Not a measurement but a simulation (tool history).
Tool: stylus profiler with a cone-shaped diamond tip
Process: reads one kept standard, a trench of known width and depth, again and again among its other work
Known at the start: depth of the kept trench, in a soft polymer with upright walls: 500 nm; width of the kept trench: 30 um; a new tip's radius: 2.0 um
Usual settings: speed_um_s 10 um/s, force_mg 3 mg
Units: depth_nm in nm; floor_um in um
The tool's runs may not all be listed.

run    hour  speed_um_s  force_mg  depth_nm  floor_um
  1       0          10         3    505.89     27.27
  2    91.7          10         3    506.02     27.29
  3   163.1          10         3    506.02     27.32
  4   223.6          10         3    506.04     27.27
  5   320.7          10         3    505.84     27.24
  6   363.5          10         3    506.06     27.32
  7     410          16         3    505.95     27.33
  8   462.9          10         3    506.14     27.33
  9   555.7          10         3    505.78      27.3
 10   598.5          10         3    505.87     27.35
 11   678.2          10         3    505.81     27.31
 12   737.7          10         3    505.87     27.34
 13   820.8          10         3    505.78     27.33
 14   881.7          10         3    505.85     27.26
 15   948.8          10         3    505.85     27.29
 16  1029.8          11         3    505.88     27.27
 17  1133.4          11         3    505.93     27.28
 18  1188.9          11      6.34    509.79      27.3
 19  1265.9          10         3    506.01     27.34
 20  1320.8          10         3    506.05     27.29
 21  1422.7           5      4.69    507.97     27.26
 22  1480.8           9      1.04       503     27.26
     1562.5  -- height scale calibrated on a step standard
 23  1562.5          35      1.16    503.16     27.14
     1601.3  -- new tip fitted, height scale calibrated
 24  1644.2          35      1.16    503.14     27.15
 25  1688.6           6      3.84    506.97     27.29
 26    1753          15      5.98    509.46     27.33
 27  1803.9          26      1.53    503.93     27.24
 28  1890.1          10         3    505.98     27.29
 29    1995          30      8.33    511.81     27.29
 30  2094.3          30      8.33    511.81     27.28
 31  2193.5           4      6.31     509.7     27.37
 32  2249.8           4      6.31    509.85     27.28
 33  2331.6           4      6.31    509.77     27.35
 34  2406.4           4      6.31    509.82     27.36
 35  2476.6           4      6.31    509.69     27.31

Run 36 comes next. What will it give?
 36  2551.1           4      6.31         ?         ?

Run 36 gave depth_nm 509.8 nm, floor_um 27.33 um.
Without the tool's hidden state the same run would have given depth_nm 509.79 nm, floor_um 27.34 um.

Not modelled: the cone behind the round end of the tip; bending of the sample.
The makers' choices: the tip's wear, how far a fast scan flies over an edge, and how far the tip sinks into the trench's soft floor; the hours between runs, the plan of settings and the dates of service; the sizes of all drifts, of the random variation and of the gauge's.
